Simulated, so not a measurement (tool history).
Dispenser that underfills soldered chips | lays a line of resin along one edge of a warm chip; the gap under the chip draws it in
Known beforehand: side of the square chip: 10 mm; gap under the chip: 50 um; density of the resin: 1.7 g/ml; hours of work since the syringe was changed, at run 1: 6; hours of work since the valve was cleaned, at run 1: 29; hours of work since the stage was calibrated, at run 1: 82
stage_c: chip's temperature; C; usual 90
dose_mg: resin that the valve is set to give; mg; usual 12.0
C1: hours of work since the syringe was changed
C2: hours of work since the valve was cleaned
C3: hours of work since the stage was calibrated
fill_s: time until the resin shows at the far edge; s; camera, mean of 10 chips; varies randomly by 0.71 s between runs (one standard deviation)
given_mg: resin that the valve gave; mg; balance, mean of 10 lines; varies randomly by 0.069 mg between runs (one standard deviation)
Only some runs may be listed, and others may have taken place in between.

run 1 hour=0.0 | stage_c=90 dose_mg=12.0 | C1=6 C2=29 C3=82 | fill_s=116.5 given_mg=11.64
run 2 hour=2.0 | stage_c=90 dose_mg=12.0 | C1=8 C2=31 C3=83 | fill_s=135.2 given_mg=11.79
-- hour=4.0 new syringe of resin
run 3 hour=5.9 | stage_c=90 dose_mg=12.0 | C1=1 C2=33 C3=86 | fill_s=73.3 given_mg=11.66
run 4 hour=8.9 | stage_c=92 dose_mg=12.0 | C1=4 C2=36 C3=88 | fill_s=83.0 given_mg=11.55
run 5 hour=11.4 | stage_c=92 dose_mg=12.0 | C1=5 C2=38 C3=90 | fill_s=95.3 given_mg=11.61
run 6 hour=14.8 | stage_c=90 dose_mg=13.9 | C1=8 C2=40 C3=93 | fill_s=124.8 given_mg=13.45
-- hour=17.1 new syringe of resin
run 7 hour=17.7 | stage_c=90 dose_mg=12.0 | C1=0 C2=42 C3=95 | fill_s=70.7 given_mg=11.63
run 8 hour=20.3 | stage_c=90 dose_mg=14.3 | C1=2 C2=44 C3=96 | fill_s=79.9 given_mg=13.63
run 9 hour=22.3 | stage_c=77 dose_mg=13.5 | C1=4 C2=45 C3=98 | fill_s=160.0 given_mg=12.89
run 10 hour=25.5 | stage_c=96 dose_mg=12.1 | C1=6 C2=48 C3=100 | fill_s=88.3 given_mg=11.49
-- hour=29.9 new syringe of resin
run 11 hour=30.2 | stage_c=86 dose_mg=10.3 | C1=0 C2=51 C3=103 | fill_s=85.0 given_mg=9.87
run 12 hour=32.3 | stage_c=86 dose_mg=10.3 | C1=2 C2=52 C3=105 | fill_s=99.3 given_mg=9.73
run 13 hour=35.8 | stage_c=86 dose_mg=10.3 | C1=4 C2=55 C3=108 | fill_s=122.3 given_mg=9.73
run 14 hour=40.1 | stage_c=86 dose_mg=10.3 | C1=7 C2=58 C3=111 | fill_s=159.3 given_mg=9.80
-- hour=42.9 new syringe of resin
run 15 hour=43.6 | stage_c=96 dose_mg=12.0 | C1=1 C2=60 C3=113 | fill_s=54.4 given_mg=11.44
run 16 hour=47.7 | stage_c=101 dose_mg=11.6 | C1=4 C2=63 C3=116 | fill_s=58.9 given_mg=10.87

Consider 4 possible next runs. They are alternatives, not a sequence: every one starts from the tool as it was left by run 16. What does each give?
run A hour=50.9 | stage_c=94 dose_mg=10.7 | C1=6 C2=66 C3=118 | fill_s=? given_mg=?
run B hour=50.9 | stage_c=101 dose_mg=14.2 | C1=6 C2=66 C3=118 | fill_s=? given_mg=?
run C hour=50.9 | stage_c=98 dose_mg=12.0 | C1=6 C2=66 C3=118 | fill_s=? given_mg=?
run D hour=50.9 | stage_c=93 dose_mg=12.0 | C1=6 C2=66 C3=118 | fill_s=? given_mg=?

run=A fill_s=98.1 given_mg=10.02
run=B fill_s=68.4 given_mg=13.40
run=C fill_s=79.2 given_mg=11.31
run=D fill_s=98.8 given_mg=11.42
Without the tool's hidden state the same runs would have given:
run=A fill_s=56.7 given_mg=10.66
run=B fill_s=40.2 given_mg=14.24
run=C fill_s=45.8 given_mg=12.02
run=D fill_s=57.4 given_mg=12.13

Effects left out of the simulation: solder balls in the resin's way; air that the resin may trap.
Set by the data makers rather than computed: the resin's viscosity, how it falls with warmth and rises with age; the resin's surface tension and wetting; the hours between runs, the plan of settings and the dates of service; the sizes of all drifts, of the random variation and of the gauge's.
